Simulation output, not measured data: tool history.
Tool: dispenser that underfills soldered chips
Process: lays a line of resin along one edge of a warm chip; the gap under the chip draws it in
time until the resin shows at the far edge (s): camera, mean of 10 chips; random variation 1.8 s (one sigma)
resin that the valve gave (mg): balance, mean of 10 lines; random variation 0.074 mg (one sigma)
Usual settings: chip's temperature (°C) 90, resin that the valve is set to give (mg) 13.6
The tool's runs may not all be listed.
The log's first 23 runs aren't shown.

run	day	chip's temperature (°C)	resin that the valve is set to give (mg)	time until the resin shows at the far edge (s)	resin that the valve gave (mg)
24	6.029	103	14.3	111.7	13.67
# day 6.208: new syringe of resin
25	6.300	90	16.3	174.3	15.53
26	6.512	85	16.2	249.9	15.42
# day 6.725: new syringe of resin
27	6.900	85	16.2	228.1	15.41
# day 7.217: new syringe of resin
28	7.258	85	16.2	214.6	15.38
# day 7.325: dispensing valve cleaned and set on the balance
29	7.517	91	16.8	175.8	16.81
# day 7.758: new syringe of resin
30	7.925	86	13.6	220.2	13.71
# day 8.267: new syringe of resin
31	8.279	76	17.7	318.1	17.80
32	8.588	76	17.7	376.6	17.73
# day 8.779: new syringe of resin
33	8.850	76	17.7	336.8	17.64
34	9.133	97	13.8	149.5	13.67

Forecast each of these 3 alternatives for the next run:
# day 9.275: new syringe of resin
A	9.450	75	13.6	?	?
# day 9.275: new syringe of resin
B	9.450	93	14.5	?	?
# day 9.275: new syringe of resin
C	9.450	97	13.7	?	?

run	time until the resin shows at the far edge (s)	resin that the valve gave (mg)
A	371.5	13.45
B	160.2	14.33
C	135.3	13.54
Without the tool's hidden state the same runs would have given:
run	time until the resin shows at the far edge (s)	resin that the valve gave (mg)
A	368.0	13.57
B	157.5	14.45
C	132.7	13.66

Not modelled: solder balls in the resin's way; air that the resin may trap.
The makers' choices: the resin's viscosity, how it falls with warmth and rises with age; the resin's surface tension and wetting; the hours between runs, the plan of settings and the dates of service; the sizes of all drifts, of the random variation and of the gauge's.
